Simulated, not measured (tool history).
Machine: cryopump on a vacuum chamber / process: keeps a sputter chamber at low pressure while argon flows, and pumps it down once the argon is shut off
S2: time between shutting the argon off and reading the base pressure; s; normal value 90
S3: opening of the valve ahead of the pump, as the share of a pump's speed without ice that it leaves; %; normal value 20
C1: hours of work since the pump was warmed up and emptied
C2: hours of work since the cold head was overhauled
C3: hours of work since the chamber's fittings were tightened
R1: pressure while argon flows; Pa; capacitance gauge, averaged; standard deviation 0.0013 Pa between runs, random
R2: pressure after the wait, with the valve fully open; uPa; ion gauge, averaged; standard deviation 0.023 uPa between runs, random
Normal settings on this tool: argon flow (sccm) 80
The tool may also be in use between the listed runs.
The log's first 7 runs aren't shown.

Run 8, hour 104.6: usual settings but argon flow (sccm) 62; C1 400; C2 400; C3 2603. Result: R1 0.253 Pa, R2 1.36 uPa.
Run 9, hour 117: usual settings; C1 411; C2 411; C3 2613. Result: R1 0.326 Pa, R2 1.31 uPa.
Run 10, hour 131.5: usual settings; C1 422; C2 422; C3 2625. Result: R1 0.3313 Pa, R2 1.35 uPa.
Run 11, hour 149.6: usual settings; C1 437; C2 437; C3 2640. Result: R1 0.3306 Pa, R2 1.32 uPa.
Run 12, hour 166.4: usual settings; C1 451; C2 451; C3 2654. Result: R1 0.3298 Pa, R2 1.35 uPa.
Run 13, hour 175.5: usual settings; C1 459; C2 459; C3 2661. Result: R1 0.33 Pa, R2 1.31 uPa.
Run 14, hour 184.4: usual settings; C1 466; C2 466; C3 2669. Result: R1 0.3267 Pa, R2 1.36 uPa.
Run 15, hour 192.3: usual settings but argon flow (sccm) 67; C1 472; C2 472; C3 2675. Result: R1 0.2755 Pa, R2 1.38 uPa.
Run 16, hour 203: usual settings but argon flow (sccm) 34; C1 481; C2 481; C3 2684. Result: R1 0.1396 Pa, R2 1.34 uPa.
Run 17, hour 210.9: usual settings; C1 488; C2 488; C3 2690. Result: R1 0.333 Pa, R2 1.33 uPa.
Run 18, hour 224.9: usual settings but argon flow (sccm) 77, S2 103 s; C1 499; C2 499; C3 2702. Result: R1 0.3178 Pa, R2 1.29 uPa.
Run 19, hour 240.4: usual settings but argon flow (sccm) 77, S2 103 s; C1 512; C2 512; C3 2715. Result: R1 0.3175 Pa, R2 1.29 uPa.
Run 20, hour 256.6: usual settings but argon flow (sccm) 77, S2 103 s; C1 525; C2 525; C3 2728. Result: R1 0.3191 Pa, R2 1.33 uPa.
Run 21, hour 272.4: usual settings but argon flow (sccm) 87, S2 24 s; C1 538; C2 538; C3 2741. Result: R1 0.3629 Pa, R2 2.93 uPa.
Run 22, hour 280.6: usual settings but argon flow (sccm) 41, S2 139 s, S3 22 %; C1 545; C2 545; C3 2748. Result: R1 0.1555 Pa, R2 1.25 uPa.
Run 23, hour 297.2: usual settings but argon flow (sccm) 57, S3 49 %; C1 558; C2 558; C3 2761. Result: R1 0.101 Pa, R2 1.36 uPa.
Run 24, hour 307: usual settings but argon flow (sccm) 32, S2 56 s; C1 566; C2 566; C3 2769. Result: R1 0.133 Pa, R2 1.72 uPa.
Run 25, hour 321.3: usual settings but argon flow (sccm) 32, S2 56 s; C1 578; C2 578; C3 2781. Result: R1 0.133 Pa, R2 1.73 uPa.

What does the tool deliver on the next run?
Run 26, hour 339.5: usual settings but S2 200 s; C1 593; C2 593; C3 2796. Result: R1 ?, R2 ?.

{"run 26": {"R1": 0.3315, "R2": 1.06}}
If the tool had no hidden condition, the same run with the same run-to-run variation would have returned R1 0.3204 Pa, R2 0.38 uPa.
